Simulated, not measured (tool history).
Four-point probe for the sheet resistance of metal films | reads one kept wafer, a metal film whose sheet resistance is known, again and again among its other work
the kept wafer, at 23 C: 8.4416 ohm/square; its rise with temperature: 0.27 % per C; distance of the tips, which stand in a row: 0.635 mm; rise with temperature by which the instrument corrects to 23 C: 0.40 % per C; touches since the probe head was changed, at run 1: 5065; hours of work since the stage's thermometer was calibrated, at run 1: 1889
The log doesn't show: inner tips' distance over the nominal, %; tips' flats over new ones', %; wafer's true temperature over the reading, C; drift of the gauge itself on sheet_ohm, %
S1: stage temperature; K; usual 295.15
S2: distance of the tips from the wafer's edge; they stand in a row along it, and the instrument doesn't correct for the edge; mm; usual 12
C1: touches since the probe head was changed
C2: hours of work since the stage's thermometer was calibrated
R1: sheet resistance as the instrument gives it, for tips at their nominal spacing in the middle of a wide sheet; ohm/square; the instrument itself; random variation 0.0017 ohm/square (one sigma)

Run 1, hour 0: usual settings; C1 5065; C2 1889. Result: R1 8.461703 ohm/square.
Run 2, hour 14.7: usual settings; C1 5525; C2 1896. Result: R1 8.458598 ohm/square.
Run 3, hour 30.5: usual settings; C1 6019; C2 1904. Result: R1 8.459011 ohm/square.
Run 4, hour 40.6: usual settings; C1 6336; C2 1909. Result: R1 8.461413 ohm/square.
At hour 48.5: stage's thermometer calibrated.
Run 5, hour 48.5: usual settings; C1 6566; C2 0. Result: R1 8.454472 ohm/square.
Run 6, hour 56.6: usual settings; C1 6820; C2 4. Result: R1 8.455128 ohm/square.
Run 7, hour 67.8: usual settings but S2 21 mm; C1 7172; C2 9. Result: R1 8.446057 ohm/square.
Run 8, hour 76.3: usual settings; C1 7437; C2 14. Result: R1 8.457852 ohm/square.
At hour 79.4: stage's thermometer calibrated, once more.
Run 9, hour 94.3: usual settings but S1 304.15 K; C1 7983; C2 7. Result: R1 8.369141 ohm/square.
Run 10, hour 108.8: usual settings but S1 304.15 K; C1 8436; C2 14. Result: R1 8.371762 ohm/square.
Run 11, hour 122.1: usual settings but S1 304.15 K; C1 8854; C2 21. Result: R1 8.372661 ohm/square.
Run 12, hour 129.8: usual settings but S1 299.15 K, S2 21 mm; C1 9093; C2 25. Result: R1 8.414583 ohm/square.
Run 13, hour 136.9: usual settings but S1 299.15 K, S2 21 mm; C1 9315; C2 28. Result: R1 8.415258 ohm/square.
Run 14, hour 145.5: usual settings but S1 299.15 K, S2 21 mm; C1 9585; C2 32. Result: R1 8.417062 ohm/square.
Run 15, hour 159.6: usual settings but S1 299.15 K, S2 16 mm; C1 10026; C2 39. Result: R1 8.419235 ohm/square.
Run 16, hour 174.8: usual settings but S1 305.15 K, S2 72 mm; C1 10502; C2 47. Result: R1 8.352137 ohm/square.
Run 17, hour 185.9: usual settings but S1 302.15 K, S2 32 mm; C1 10848; C2 52. Result: R1 8.38068 ohm/square.
Run 18, hour 198.8: usual settings but S1 302.15 K, S2 32 mm; C1 11253; C2 58. Result: R1 8.380358 ohm/square.
Run 19, hour 209.2: usual settings but S1 293.15 K, S2 11 mm; C1 11577; C2 63. Result: R1 8.491118 ohm/square.
Run 20, hour 220.1: usual settings but S2 5 mm; C1 11917; C2 69. Result: R1 8.52939 ohm/square.
Run 21, hour 233.3: usual settings but S1 299.15 K, S2 33 mm; C1 12331; C2 75. Result: R1 8.415242 ohm/square.
Run 22, hour 241.3: usual settings but S1 306.15 K, S2 20 mm; C1 12581; C2 79. Result: R1 8.345689 ohm/square.

3 ways to go on from here, each from the tool as it stands after run 22. What would each give?
Run A, hour 250.4: usual settings but S1 301.15 K; C1 12868; C2 84. Result: R1 ?.
Run B, hour 250.4: usual settings but S2 5 mm; C1 12868; C2 84. Result: R1 ?.
Run C, hour 250.4: usual settings but S1 300.15 K; C1 12868; C2 84. Result: R1 ?.

run        R1
  A  8.402766
  B  8.530685
  C  8.414402
Without the tool's hidden state the same runs would have given:
run        R1
  A  8.399508
  B  8.527364
  C  8.411137
